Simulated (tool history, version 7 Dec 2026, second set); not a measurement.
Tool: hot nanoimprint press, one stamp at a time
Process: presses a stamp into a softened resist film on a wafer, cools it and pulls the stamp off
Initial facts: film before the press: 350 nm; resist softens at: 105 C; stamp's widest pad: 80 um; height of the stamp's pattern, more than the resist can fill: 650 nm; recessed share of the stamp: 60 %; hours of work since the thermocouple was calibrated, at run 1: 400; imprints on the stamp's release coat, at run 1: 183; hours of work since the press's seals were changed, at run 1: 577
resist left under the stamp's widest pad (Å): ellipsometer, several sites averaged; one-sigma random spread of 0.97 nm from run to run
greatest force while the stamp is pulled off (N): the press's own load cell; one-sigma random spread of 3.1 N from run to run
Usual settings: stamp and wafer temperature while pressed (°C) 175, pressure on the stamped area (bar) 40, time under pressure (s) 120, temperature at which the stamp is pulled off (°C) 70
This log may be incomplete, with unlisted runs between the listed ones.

run,hour,stamp and wafer temperature while pressed (°C),pressure on the stamped area (bar),time under pressure (s),temperature at which the stamp is pulled off (°C),hours of work since the thermocouple was calibrated,imprints on the stamp's release coat,hours of work since the press's seals were changed,resist left under the stamp's widest pad (Å),greatest force while the stamp is pulled off (N)
1,0,175,40,120,70,400,183,577,1509,180
2,23.3,175,40,164,70,412,261,589,1326,177
3,48.3,175,40,164,70,424,344,601,1333,184
4,75.1,175,40,92,70,437,433,614,1645,186
# hour 93.2: plate thermocouple calibrated
5,105.6,175,40,92,70,6,525,628,1559,189
6,132,175,40,92,70,19,613,641,1559,188
7,148.3,175,40,92,70,27,667,649,1569,178
8,162.1,175,27.1,120,70,34,713,655,1739,190
9,189.3,175,27.1,120,70,47,804,669,1739,189
10,204.8,175,27.1,120,70,55,856,676,1736,188
11,218.8,175,27.1,120,70,62,903,683,1767,191
# hour 228.8: stamp cleaned and given a new release coat
12,253.3,175,40,120,57,76,82,697,1444,187
13,281.1,175,40,120,57,89,175,711,1448,199
# hour 310.6: press's hydraulic seals changed and the load cell set to zero
14,314.5,175,40,120,57,102,259,2,1396,196
15,339.6,175,40,120,57,114,343,14,1411,196
16,367.5,175,40,120,57,128,436,28,1401,198
17,385.6,175,40,120,57,137,496,37,1419,199
18,404.7,175,40,120,57,146,560,46,1414,207
19,424.1,163,40,120,73,155,625,56,2448,184
20,444.9,175,59.8,81,70,166,694,66,1321,194
21,471.9,175,40,120,70,179,784,79,1415,190
22,489.6,175,40,120,70,188,843,88,1432,188
# hour 516.4: stamp cleaned and given a new release coat
23,519.9,175,40,165,70,200,11,100,1266,173
24,534.6,175,25.1,165,56,207,60,107,1634,189
25,556.2,183,63,69,76,217,133,118,937,171
26,578.7,183,63,69,76,228,207,129,928,167

4 ways to go on from here, each from the tool as it stands after run 26. What would each give?
A,607.7,183,57.9,120,70,243,304,143,?,?
B,607.7,184,30.1,120,70,243,304,143,?,?
C,607.7,183,63,142,76,243,304,143,?,?
D,607.7,175,50.8,72,70,243,304,143,?,?

run,resist left under the stamp's widest pad (Å),greatest force while the stamp is pulled off (N)
A,795,178
B,1116,182
C,720,173
D,1509,183
Without the tool's unlogged condition, the same runs would have read:
run,resist left under the stamp's widest pad (Å),greatest force while the stamp is pulled off (N)
A,764,172
B,1076,176
C,692,167
D,1450,177

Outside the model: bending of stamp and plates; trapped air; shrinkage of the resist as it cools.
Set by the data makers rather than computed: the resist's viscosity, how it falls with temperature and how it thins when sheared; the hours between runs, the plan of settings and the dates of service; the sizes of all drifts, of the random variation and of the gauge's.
